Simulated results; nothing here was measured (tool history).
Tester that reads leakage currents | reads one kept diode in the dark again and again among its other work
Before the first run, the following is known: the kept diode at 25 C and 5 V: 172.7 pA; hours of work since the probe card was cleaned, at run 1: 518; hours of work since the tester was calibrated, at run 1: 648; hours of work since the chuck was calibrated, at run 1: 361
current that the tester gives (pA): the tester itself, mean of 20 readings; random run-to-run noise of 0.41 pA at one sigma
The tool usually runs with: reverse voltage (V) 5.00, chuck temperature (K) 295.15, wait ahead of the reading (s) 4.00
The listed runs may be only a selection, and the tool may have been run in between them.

run,hour,reverse voltage (V),chuck temperature (K),wait ahead of the reading (s),hours of work since the probe card was cleaned,hours of work since the tester was calibrated,hours of work since the chuck was calibrated,current that the tester gives (pA)
1,0.0,5.00,295.15,4.00,518,648,361,139.77
2,140.4,5.00,295.15,4.00,591,721,434,141.22
3,234.0,5.00,295.15,4.00,639,770,483,141.88
4,392.4,5.00,295.15,4.00,722,852,565,143.91
5,479.1,5.00,295.15,4.00,767,897,610,144.51
6,634.7,5.00,295.15,4.00,848,978,691,146.30
7,802.1,5.00,295.15,4.00,935,1066,778,147.56
8,928.8,5.00,295.15,4.00,1001,1132,844,148.83
9,1086.8,5.00,295.15,4.00,1083,1214,927,150.42
# hour 1115.6: chuck's temperature calibrated
10,1269.4,5.00,314.15,4.00,1177,1308,80,623.74
11,1381.2,1.31,295.15,4.00,1236,1366,138,72.96
12,1497.2,1.31,295.15,4.00,1296,1427,199,73.45
13,1627.4,1.31,308.15,4.00,1364,1494,266,214.78
14,1776.2,5.00,301.15,4.00,1441,1572,344,229.52
15,1933.3,1.03,329.15,9.26,1523,1654,426,931.01
16,2018.4,16.40,311.15,2.26,1567,1698,470,892.07
17,2108.4,5.00,328.15,0.88,1614,1745,517,1803.32
18,2299.9,5.00,328.15,0.88,1714,1844,617,1814.39
19,2387.8,5.00,320.15,0.88,1760,1890,662,1038.97
20,2519.2,14.03,303.15,2.12,1828,1959,731,456.86
21,2609.8,14.03,303.15,2.12,1875,2006,778,459.88
22,2784.6,14.03,296.15,4.67,1966,2097,869,262.14
23,2868.1,14.03,307.15,4.67,2010,2140,913,637.33
# hour 2919.6: chuck's temperature calibrated
24,3057.9,12.98,302.15,2.43,2108,2238,72,384.50
25,3255.1,5.00,295.15,0.38,2210,2341,175,143.21

Each row is a separate what-if for the run after 25, all from the same tool condition, not one after another. Results?
A,3392.5,5.00,297.15,0.38,2282,2412,246,?
B,3392.5,5.00,302.15,4.00,2282,2412,246,?
C,3392.5,5.00,295.15,0.31,2282,2412,246,?

run,current that the tester gives (pA)
A,170.90
B,251.05
C,145.77
With the hidden condition removed and each run's random variation left untouched, the same runs would have given:
run,current that the tester gives (pA)
A,163.96
B,242.17
C,139.46

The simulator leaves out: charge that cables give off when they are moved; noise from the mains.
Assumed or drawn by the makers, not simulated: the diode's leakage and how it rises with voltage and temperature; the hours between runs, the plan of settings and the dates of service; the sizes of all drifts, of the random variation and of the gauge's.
